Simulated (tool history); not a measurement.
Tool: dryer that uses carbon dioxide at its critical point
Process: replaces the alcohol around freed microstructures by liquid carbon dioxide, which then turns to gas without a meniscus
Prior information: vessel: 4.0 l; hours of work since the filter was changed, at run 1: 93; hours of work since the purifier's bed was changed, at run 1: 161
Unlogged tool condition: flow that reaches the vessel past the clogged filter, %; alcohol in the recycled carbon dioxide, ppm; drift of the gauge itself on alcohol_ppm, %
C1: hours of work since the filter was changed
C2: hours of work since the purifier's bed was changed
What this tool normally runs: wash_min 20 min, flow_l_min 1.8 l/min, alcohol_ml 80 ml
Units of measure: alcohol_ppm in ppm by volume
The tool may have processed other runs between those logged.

Run 1, hour 0: usual settings; C1 93; C2 161. Result: alcohol_ppm 69 ppm by volume.
Run 2, hour 8.7: usual settings but flow_l_min 1.14 l/min; C1 97; C2 165. Result: alcohol_ppm 256 ppm by volume.
Run 3, hour 18.1: usual settings but flow_l_min 1.14 l/min; C1 102; C2 169. Result: alcohol_ppm 263 ppm by volume.
Run 4, hour 27.1: usual settings but flow_l_min 1.14 l/min; C1 106; C2 174. Result: alcohol_ppm 268 ppm by volume.
Run 5, hour 31.3: usual settings; C1 107; C2 175. Result: alcohol_ppm 80 ppm by volume.
Run 6, hour 35.8: usual settings; C1 110; C2 178. Result: alcohol_ppm 69 ppm by volume.
Run 7, hour 40.3: usual settings; C1 112; C2 180. Result: alcohol_ppm 82 ppm by volume.
Run 8, hour 45: usual settings; C1 114; C2 182. Result: alcohol_ppm 78 ppm by volume.
Run 9, hour 49.8: usual settings but flow_l_min 2.86 l/min; C1 116; C2 184. Result: alcohol_ppm 59 ppm by volume.
Run 10, hour 58: usual settings but flow_l_min 2.86 l/min; C1 120; C2 188. Result: alcohol_ppm 67 ppm by volume.
Run 11, hour 64.4: usual settings but wash_min 13 min; C1 122; C2 190. Result: alcohol_ppm 252 ppm by volume.
Run 12, hour 69.4: usual settings but wash_min 13 min; C1 125; C2 193. Result: alcohol_ppm 257 ppm by volume.
Run 13, hour 77.5: usual settings but wash_min 13 min; C1 128; C2 196. Result: alcohol_ppm 250 ppm by volume.
Run 14, hour 81.6: usual settings but wash_min 13 min; C1 130; C2 198. Result: alcohol_ppm 267 ppm by volume.
Run 15, hour 89: usual settings but wash_min 13 min; C1 134; C2 202. Result: alcohol_ppm 263 ppm by volume.
Run 16, hour 97.9: usual settings; C1 138; C2 206. Result: alcohol_ppm 87 ppm by volume.
Run 17, hour 102.7: usual settings but flow_l_min 1.23 l/min; C1 140; C2 208. Result: alcohol_ppm 235 ppm by volume.
Run 18, hour 110.5: usual settings but flow_l_min 1.66 l/min; C1 143; C2 211. Result: alcohol_ppm 97 ppm by volume.
Run 19, hour 120.5: usual settings but flow_l_min 1.66 l/min; C1 148; C2 216. Result: alcohol_ppm 100 ppm by volume.
Run 20, hour 130: usual settings but alcohol_ml 56 ml; C1 152; C2 220. Result: alcohol_ppm 80 ppm by volume.
Run 21, hour 137.2: usual settings but wash_min 23 min, alcohol_ml 28 ml; C1 155; C2 223. Result: alcohol_ppm 72 ppm by volume.
Run 22, hour 143.7: usual settings but wash_min 15 min, flow_l_min 1.92 l/min, alcohol_ml 35 ml; C1 158; C2 226. Result: alcohol_ppm 110 ppm by volume.
Run 23, hour 152.3: usual settings but wash_min 26 min, flow_l_min 1.24 l/min, alcohol_ml 26 ml; C1 162; C2 230. Result: alcohol_ppm 88 ppm by volume.
Run 24, hour 156.7: usual settings but wash_min 28 min, flow_l_min 1.79 l/min, alcohol_ml 34 ml; C1 164; C2 232. Result: alcohol_ppm 88 ppm by volume.
Run 25, hour 162.1: usual settings but wash_min 16 min, flow_l_min 1.52 l/min, alcohol_ml 25 ml; C1 167; C2 235. Result: alcohol_ppm 144 ppm by volume.
Run 26, hour 168.8: usual settings but wash_min 16 min; C1 170; C2 238. Result: alcohol_ppm 162 ppm by volume.
Run 27, hour 178.7: usual settings but wash_min 15 min, alcohol_ml 72 ml; C1 174; C2 242. Result: alcohol_ppm 181 ppm by volume.
Run 28, hour 183.1: usual settings but wash_min 15 min, alcohol_ml 72 ml; C1 176; C2 244. Result: alcohol_ppm 184 ppm by volume.
Run 29, hour 193: usual settings but wash_min 31 min, flow_l_min 1.44 l/min, alcohol_ml 72 ml; C1 181; C2 249. Result: alcohol_ppm 86 ppm by volume.
Run 30, hour 199.9: usual settings but flow_l_min 1.13 l/min, alcohol_ml 72 ml; C1 184; C2 252. Result: alcohol_ppm 326 ppm by volume.
Run 31, hour 205.1: usual settings but wash_min 19 min, flow_l_min 2.74 l/min, alcohol_ml 47 ml; C1 186; C2 254. Result: alcohol_ppm 76 ppm by volume.
Run 32, hour 214.1: usual settings but wash_min 27 min, flow_l_min 2.78 l/min, alcohol_ml 50 ml; C1 190; C2 258. Result: alcohol_ppm 83 ppm by volume.
Run 33, hour 218.8: usual settings but wash_min 18 min, flow_l_min 1.83 l/min, alcohol_ml 31 ml; C1 192; C2 260. Result: alcohol_ppm 103 ppm by volume.
Run 34, hour 226.5: usual settings but wash_min 16 min, flow_l_min 1.29 l/min, alcohol_ml 56 ml; C1 196; C2 264. Result: alcohol_ppm 349 ppm by volume.
Run 35, hour 230.8: usual settings but wash_min 18 min; C1 198; C2 266. Result: alcohol_ppm 125 ppm by volume.
Run 36, hour 236.3: usual settings but wash_min 18 min; C1 200; C2 268. Result: alcohol_ppm 140 ppm by volume.
Run 37, hour 244.8: usual settings but wash_min 18 min, flow_l_min 1.44 l/min; C1 204; C2 272. Result: alcohol_ppm 235 ppm by volume.
Run 38, hour 251.2: usual settings but wash_min 13 min, alcohol_ml 50 ml; C1 207; C2 275. Result: alcohol_ppm 229 ppm by volume.
Run 39, hour 261.2: usual settings but wash_min 23 min, flow_l_min 1.74 l/min; C1 212; C2 279. Result: alcohol_ppm 105 ppm by volume.

Consider 5 possible next runs. They are alternatives, not a sequence: every one starts from the tool as it was left by run 39. What does each give?
Run A, hour 268.2: usual settings but wash_min 23 min, flow_l_min 2.57 l/min, alcohol_ml 21 ml; C1 215; C2 283. Result: alcohol_ppm ?.
Run B, hour 268.2: usual settings but wash_min 17 min, flow_l_min 1.32 l/min; C1 215; C2 283. Result: alcohol_ppm ?.
Run C, hour 268.2: usual settings but wash_min 24 min, flow_l_min 1.74 l/min, alcohol_ml 26 ml; C1 215; C2 283. Result: alcohol_ppm ?.
Run D, hour 268.2: usual settings but wash_min 23 min, flow_l_min 2.35 l/min, alcohol_ml 41 ml; C1 215; C2 283. Result: alcohol_ppm ?.
Run E, hour 268.2: usual settings but wash_min 23 min, flow_l_min 1.74 l/min, alcohol_ml 99 ml; C1 215; C2 283. Result: alcohol_ppm ?.

run  alcohol_ppm
  A           98
  B          383
  C           95
  D           96
  E          100
The same runs, with their run-to-run variation unchanged, on a tool lacking any hidden condition would have given:
run  alcohol_ppm
  A            8
  B          167
  C            6
  D            8
  E            3
